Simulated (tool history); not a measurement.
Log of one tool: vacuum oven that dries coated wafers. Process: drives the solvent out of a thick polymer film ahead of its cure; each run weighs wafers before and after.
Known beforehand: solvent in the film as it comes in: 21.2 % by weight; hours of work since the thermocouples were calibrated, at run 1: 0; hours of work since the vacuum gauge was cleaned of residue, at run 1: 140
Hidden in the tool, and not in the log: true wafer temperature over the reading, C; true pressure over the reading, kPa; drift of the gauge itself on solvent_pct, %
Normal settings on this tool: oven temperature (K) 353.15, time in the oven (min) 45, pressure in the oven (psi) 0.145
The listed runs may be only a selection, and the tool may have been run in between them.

run,hour,oven temperature (K),time in the oven (min),pressure in the oven (psi),hours of work since the thermocouples were calibrated,hours of work since the vacuum gauge was cleaned of residue,solvent left in the film (%)
1,0.0,353.15,45,0.145,0,140,3.90
2,65.7,353.15,45,0.145,37,177,3.88
3,124.4,353.15,45,0.505,69,210,5.34
4,182.3,353.15,45,0.505,101,242,5.31
5,257.6,353.15,45,0.145,143,284,4.16
6,365.0,353.15,45,0.145,203,344,4.06
7,465.0,353.15,45,0.145,259,399,4.20
8,567.0,353.15,45,0.145,316,456,4.28
9,624.1,353.15,27,0.145,347,488,7.16
10,717.3,353.15,45,0.126,399,540,4.23
11,808.0,353.15,45,0.126,450,590,4.20
12,902.6,353.15,45,0.126,502,643,4.22
13,1006.7,353.15,45,0.126,560,701,4.32
14,1112.3,353.15,45,0.126,619,759,4.30
15,1205.9,353.15,45,0.126,671,812,4.49
# hour 1215.3: oven's thermocouples calibrated
16,1312.3,353.15,45,0.126,54,870,3.91
17,1410.1,353.15,45,0.126,108,924,4.12
18,1487.3,353.15,34,0.225,151,967,6.04
19,1558.3,349.15,24,0.281,191,1007,10.02
20,1626.9,354.15,49,0.212,229,1045,3.69
21,1694.3,354.15,49,0.212,267,1082,3.76
22,1787.2,354.15,49,0.212,318,1134,3.77
23,1886.3,353.15,36,0.170,373,1189,5.71
24,1949.6,356.15,45,0.540,409,1224,4.69
25,2041.7,353.15,46,0.193,460,1276,4.34
26,2121.0,353.15,26,0.193,504,1320,7.76
27,2200.1,347.15,48,0.190,548,1364,6.97
28,2250.3,363.15,30,0.081,576,1392,2.83
29,2325.6,363.15,30,0.081,618,1434,2.74
30,2400.6,363.15,24,0.313,660,1475,4.53
# hour 2432.2: oven's thermocouples calibrated
31,2466.3,360.15,36,0.145,19,1511,2.90
32,2516.1,353.15,36,0.091,47,1538,5.19
33,2626.6,341.15,81,0.215,108,1600,6.63
34,2680.4,340.15,29,0.199,138,1630,12.32

How the hidden state differs across the entries between the runs, from the last listed run before each to the first after it:
Between runs 15 and 16: oven's thermocouples calibrated (hour 1215.3)
  true wafer temperature over the reading, C: -0.61 -> 0.29; true pressure over the reading, kPa: 0.38 -> 0.406
  what was measured, less what the result would be without the hidden state, solvent left in the film (%): +0.46 -> +0.11
Between runs 30 and 31: oven's thermocouples calibrated (hour 2432.2)
  true wafer temperature over the reading, C: -0.42 -> 0.3; true pressure over the reading, kPa: 0.678 -> 0.694
  what was measured, less what the result would be without the hidden state, solvent left in the film (%): +0.42 -> +0.22
